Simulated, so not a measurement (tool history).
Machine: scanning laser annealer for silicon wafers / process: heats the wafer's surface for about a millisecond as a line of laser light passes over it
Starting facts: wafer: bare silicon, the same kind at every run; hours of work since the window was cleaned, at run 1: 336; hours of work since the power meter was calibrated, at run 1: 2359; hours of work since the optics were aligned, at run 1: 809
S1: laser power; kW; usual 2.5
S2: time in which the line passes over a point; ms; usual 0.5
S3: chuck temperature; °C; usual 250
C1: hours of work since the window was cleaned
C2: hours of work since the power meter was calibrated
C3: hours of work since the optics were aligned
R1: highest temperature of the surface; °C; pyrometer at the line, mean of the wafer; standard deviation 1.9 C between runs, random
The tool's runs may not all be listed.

| run | hour | S1 | S2 | S3 | C1 | C2 | C3 | R1 |
|---|---|---|---|---|---|---|---|---|
| 1 | 0 | 2.5 | 0.5 | 250 | 336 | 2359 | 809 | 1055 |
| 2 | 84.1 | 2.5 | 0.5 | 250 | 396 | 2419 | 869 | 1057 |
|  | 146.3 | window over the wafer cleaned |
| 3 | 169.9 | 2.5 | 0.5 | 250 | 17 | 2479 | 928 | 1079 |
| 4 | 239.4 | 2.5 | 0.5 | 250 | 66 | 2528 | 978 | 1073 |
| 5 | 321.5 | 2.5 | 0.5 | 234 | 125 | 2587 | 1036 | 1055 |
| 6 | 377.4 | 2.5 | 0.5 | 234 | 164 | 2626 | 1076 | 1052 |
| 7 | 460.8 | 2.296 | 0.5 | 250 | 224 | 2686 | 1135 | 986 |
| 8 | 532.7 | 2.296 | 0.5 | 250 | 275 | 2737 | 1186 | 980 |
| 9 | 616.3 | 2.296 | 0.5 | 250 | 334 | 2796 | 1246 | 978 |
| 10 | 695.1 | 2.296 | 0.5 | 250 | 390 | 2852 | 1302 | 974 |
| 11 | 740.9 | 2.296 | 0.5 | 250 | 423 | 2885 | 1334 | 972 |
|  | 766 | window over the wafer cleaned |
| 12 | 811.7 | 2.296 | 0.5 | 250 | 33 | 2934 | 1383 | 993 |
| 13 | 847.4 | 2.296 | 0.5 | 250 | 58 | 2959 | 1409 | 989 |
| 14 | 884.8 | 2.5 | 0.424 | 250 | 84 | 2986 | 1435 | 995 |
| 15 | 927.5 | 2.5 | 0.424 | 250 | 115 | 3016 | 1466 | 991 |
| 16 | 969.5 | 2.5 | 0.424 | 250 | 145 | 3046 | 1496 | 989 |
| 17 | 1022.4 | 2.5 | 0.424 | 250 | 182 | 3084 | 1533 | 988 |
| 18 | 1093.9 | 2.5 | 0.424 | 250 | 233 | 3135 | 1584 | 987 |
| 19 | 1129.7 | 2.5 | 0.358 | 250 | 259 | 3160 | 1610 | 919 |
|  | 1142.4 | optics aligned, line set to its width |
| 20 | 1182.2 | 2.5 | 0.358 | 250 | 293 | 3194 | 28 | 920 |
| 21 | 1263.8 | 2.5 | 0.358 | 250 | 351 | 3252 | 86 | 918 |
| 22 | 1344.2 | 2.169 | 0.5 | 237 | 408 | 3309 | 144 | 917 |
|  | 1391.3 | window over the wafer cleaned |
| 23 | 1403.4 | 2.195 | 0.52 | 215 | 9 | 3350 | 184 | 946 |
| 24 | 1446.8 | 2.431 | 0.606 | 247 | 39 | 3381 | 215 | 1138 |
| 25 | 1498.1 | 2.431 | 0.606 | 247 | 76 | 3417 | 252 | 1135 |
| 26 | 1553.3 | 2.737 | 0.598 | 250 | 115 | 3456 | 291 | 1258 |
| 27 | 1625.8 | 2.279 | 0.424 | 218 | 167 | 3508 | 342 | 887 |
| 28 | 1709.7 | 2.2 | 0.424 | 273 | 226 | 3568 | 402 | 915 |
| 29 | 1756.1 | 2.2 | 0.424 | 273 | 259 | 3601 | 435 | 910 |
| 30 | 1820.2 | 2.151 | 0.5 | 250 | 305 | 3646 | 481 | 928 |
| 31 | 1900.6 | 2.151 | 0.5 | 250 | 362 | 3704 | 538 | 925 |
| 32 | 1983.4 | 2.151 | 0.5 | 250 | 421 | 3762 | 597 | 922 |
|  | 2011.4 | window over the wafer cleaned |
| 33 | 2065.4 | 2.661 | 0.5 | 267 | 38 | 3819 | 654 | 1152 |
| 34 | 2122.6 | 2.661 | 0.573 | 257 | 79 | 3860 | 694 | 1210 |
| 35 | 2191.5 | 2.722 | 0.556 | 221 | 128 | 3909 | 743 | 1178 |
| 36 | 2234.1 | 2.414 | 0.351 | 248 | 158 | 3939 | 774 | 891 |
| 37 | 2279.4 | 2.511 | 0.453 | 286 | 191 | 3972 | 806 | 1064 |
| 38 | 2337.8 | 2.511 | 0.453 | 286 | 232 | 4013 | 848 | 1055 |
| 39 | 2421.9 | 2.511 | 0.48 | 222 | 292 | 4073 | 907 | 1014 |
| 40 | 2501.4 | 2.275 | 0.367 | 266 | 349 | 4129 | 964 | 868 |
| 41 | 2577.2 | 2.135 | 0.435 | 233 | 402 | 4183 | 1018 | 847 |

Difference, measured minus no-hidden-state, one row per run. Run-to-run variation is common to both terms; the gauge's own scatter need not be:
Hidden state present: light that passes the window, % of a clean one's; laser's true power over the reading, %; width of the line over the set one, %; drift of the gauge itself on peak_c, C.
| run | R1 |
|---|---|
| 1 | -30 |
| 2 | -35 |
| 3 | -11 |
| 4 | -15 |
| 5 | -20 |
| 6 | -22 |
| 7 | -25 |
| 8 | -27 |
| 9 | -32 |
| 10 | -36 |
| 11 | -37 |
| 12 | -16 |
| 13 | -18 |
| 14 | -20 |
| 15 | -22 |
| 16 | -24 |
| 17 | -27 |
| 18 | -30 |
| 19 | -29 |
| 20 | -24 |
| 21 | -28 |
| 22 | -32 |
| 23 | -8 |
| 24 | -13 |
| 25 | -14 |
| 26 | -21 |
| 27 | -17 |
| 28 | -20 |
| 29 | -21 |
| 30 | -27 |
| 31 | -30 |
| 32 | -34 |
| 33 | -16 |
| 34 | -22 |
| 35 | -26 |
| 36 | -19 |
| 37 | -26 |
| 38 | -29 |
| 39 | -35 |
| 40 | -30 |
| 41 | -33 |

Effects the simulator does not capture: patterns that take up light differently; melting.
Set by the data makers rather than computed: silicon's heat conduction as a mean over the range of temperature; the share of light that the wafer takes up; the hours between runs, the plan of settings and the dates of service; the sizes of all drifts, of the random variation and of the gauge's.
